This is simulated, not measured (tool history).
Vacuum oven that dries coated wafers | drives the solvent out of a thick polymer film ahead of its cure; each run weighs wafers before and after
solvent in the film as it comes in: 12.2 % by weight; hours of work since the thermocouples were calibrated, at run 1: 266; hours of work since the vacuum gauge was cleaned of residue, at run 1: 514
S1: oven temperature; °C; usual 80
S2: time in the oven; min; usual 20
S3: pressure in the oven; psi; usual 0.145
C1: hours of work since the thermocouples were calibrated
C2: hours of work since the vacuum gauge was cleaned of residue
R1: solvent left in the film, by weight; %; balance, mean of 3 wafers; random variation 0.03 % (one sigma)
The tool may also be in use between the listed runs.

run,hour,S1,S2,S3,C1,C2,R1
1,0,80,20,0.145,266,514,1.11
2,8.9,80,20,0.145,273,521,1.04
3,18.5,80,20,0.145,281,528,1.14
4,26.9,80,20,0.145,287,535,1.09
5,34.8,80,20,0.145,293,541,1.09
6,50.1,80,20,0.145,305,553,1.11
7,58.2,80,20,0.145,311,559,1.05
8,65.7,80,20,0.144,317,565,1.09
9,81.8,80,20,0.145,329,577,1.14
10,90.1,84,20,0.145,336,583,0.8
11,103.1,84,20,0.145,346,593,0.76
12,116.9,84,20,0.145,356,604,0.77
13,132.5,66,21,0.168,368,616,3.66
14,143.4,85,21,0.168,377,625,0.69
15,158.7,68,35,0.145,389,636,1.84

Forecast run 16:
16,170,68,35,0.145,397,645,?

Run 16 gave R1 1.9 %.
Without the tool's hidden state the same run would have given R1 1.68 %.
